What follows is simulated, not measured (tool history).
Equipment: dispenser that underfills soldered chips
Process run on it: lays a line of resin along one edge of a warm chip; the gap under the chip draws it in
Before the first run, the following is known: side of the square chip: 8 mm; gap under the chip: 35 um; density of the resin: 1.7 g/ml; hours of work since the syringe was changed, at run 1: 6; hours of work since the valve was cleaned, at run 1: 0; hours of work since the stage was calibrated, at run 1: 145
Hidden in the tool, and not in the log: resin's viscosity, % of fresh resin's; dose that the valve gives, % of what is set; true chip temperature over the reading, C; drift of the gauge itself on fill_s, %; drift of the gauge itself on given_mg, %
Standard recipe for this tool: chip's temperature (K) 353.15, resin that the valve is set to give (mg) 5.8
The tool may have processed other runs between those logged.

| run | hour | chip's temperature (K) | resin that the valve is set to give (mg) | hours of work since the syringe was changed | hours of work since the valve was cleaned | hours of work since the stage was calibrated | time until the resin shows at the far edge (s) | resin that the valve gave (mg) |
|---|---|---|---|---|---|---|---|---|
| 1 | 0 | 353.15 | 5.8 | 6 | 0 | 145 | 28.1 | 5.85 |
|  | 2.7 | new syringe of resin |
| 2 | 3.3 | 353.15 | 5.8 | 0 | 2 | 147 | 21.8 | 5.81 |
| 3 | 8.6 | 353.15 | 5.8 | 4 | 5 | 150 | 26.1 | 5.69 |
|  | 15.4 | new syringe of resin |
| 4 | 15.6 | 353.15 | 5.8 | 0 | 9 | 154 | 22 | 5.71 |
| 5 | 20.2 | 353.15 | 5.8 | 3 | 12 | 157 | 25 | 5.78 |
| 6 | 24.6 | 353.15 | 5.8 | 6 | 15 | 160 | 29.4 | 5.76 |
| 7 | 27.3 | 353.15 | 5.8 | 7 | 16 | 161 | 30.7 | 5.74 |
|  | 28.1 | new syringe of resin |
| 8 | 30.5 | 353.15 | 7.04 | 2 | 18 | 163 | 23.7 | 6.91 |
| 9 | 34.4 | 353.15 | 7.04 | 4 | 21 | 166 | 26.4 | 6.88 |
| 10 | 38.1 | 353.15 | 7.04 | 6 | 23 | 168 | 28.8 | 6.87 |
|  | 40.7 | new syringe of resin |
| 11 | 44.4 | 353.15 | 7.04 | 2 | 27 | 172 | 23.6 | 6.84 |
| 12 | 47.7 | 353.15 | 7.04 | 4 | 29 | 174 | 25.7 | 6.94 |
|  | 53.2 | new syringe of resin |
| 13 | 54.6 | 345.15 | 5.33 | 1 | 33 | 178 | 32.4 | 5.16 |
| 14 | 57.8 | 340.15 | 7.13 | 3 | 35 | 180 | 44.6 | 7.02 |
| 15 | 63 | 367.15 | 7.01 | 6 | 38 | 183 | 15.5 | 6.81 |
|  | 66 | new syringe of resin |
| 16 | 66.5 | 367.15 | 7.01 | 0 | 40 | 185 | 11.2 | 6.83 |
| 17 | 72.7 | 367.15 | 7.01 | 4 | 44 | 189 | 13.5 | 6.83 |
|  | 78.6 | new syringe of resin |
| 18 | 78.6 | 348.15 | 6.92 | 0 | 47 | 192 | 26.8 | 6.65 |
| 19 | 83.3 | 353.15 | 7.11 | 3 | 50 | 195 | 24.1 | 6.85 |

Hidden state at the last listed run before each entry between runs and at the first one after, where it differs:
Runs 1 to 2: new syringe of resin (hour 2.7)
  resin's viscosity, % of fresh resin's: 128.2 -> 101.3; dose that the valve gives, % of what is set: 99.88 -> 99.76; true chip temperature over the reading, C: 0.49 -> 0.5
  measured value less the no-hidden-state value, time until the resin shows at the far edge (s): +5.7 -> -0.2; resin that the valve gave (mg): -0.01 -> -0.01
Runs 3 to 4: new syringe of resin (hour 15.4)
  resin's viscosity, % of fresh resin's: 117.1 -> 101.7; dose that the valve gives, % of what is set: 99.53 -> 99.25; true chip temperature over the reading, C: 0.51 -> 0.53
  measured value less the no-hidden-state value, time until the resin shows at the far edge (s): +3.3 -> -0.1; resin that the valve gave (mg): -0.03 -> -0.05
Runs 7 to 8: new syringe of resin (hour 28.1)
  resin's viscosity, % of fresh resin's: 139.3 -> 108.9; dose that the valve gives, % of what is set: 98.79 -> 98.68
  measured value less the no-hidden-state value, time until the resin shows at the far edge (s): +8.1 -> +1.4; resin that the valve gave (mg): -0.07 -> -0.09
Runs 10 to 11: new syringe of resin (hour 40.7)
  resin's viscosity, % of fresh resin's: 133.4 -> 109.6; dose that the valve gives, % of what is set: 98.38 -> 98.12; true chip temperature over the reading, C: 0.58 -> 0.6
  measured value less the no-hidden-state value, time until the resin shows at the far edge (s): +6.6 -> +1.4; resin that the valve gave (mg): -0.11 -> -0.13
Runs 12 to 13: new syringe of resin (hour 53.2)
  resin's viscosity, % of fresh resin's: 119.6 -> 103.6; dose that the valve gives, % of what is set: 98 -> 97.72; true chip temperature over the reading, C: 0.6 -> 0.62
  measured value less the no-hidden-state value, time until the resin shows at the far edge (s): +3.6 -> +0.4; resin that the valve gave (mg): -0.14 -> -0.13
Runs 15 to 16: new syringe of resin (hour 66)
  resin's viscosity, % of fresh resin's: 129.9 -> 101.1; dose that the valve gives, % of what is set: 97.39 -> 97.27
  measured value less the no-hidden-state value, time until the resin shows at the far edge (s): +3.3 -> -0.1; resin that the valve gave (mg): -0.18 -> -0.19
Runs 17 to 18: new syringe of resin (hour 78.6)
  resin's viscosity, % of fresh resin's: 119.4 -> 100.2; dose that the valve gives, % of what is set: 97 -> 96.78; true chip temperature over the reading, C: 0.66 -> 0.68
  measured value less the no-hidden-state value, time until the resin shows at the far edge (s): +2 -> -0.8; resin that the valve gave (mg): -0.21 -> -0.22

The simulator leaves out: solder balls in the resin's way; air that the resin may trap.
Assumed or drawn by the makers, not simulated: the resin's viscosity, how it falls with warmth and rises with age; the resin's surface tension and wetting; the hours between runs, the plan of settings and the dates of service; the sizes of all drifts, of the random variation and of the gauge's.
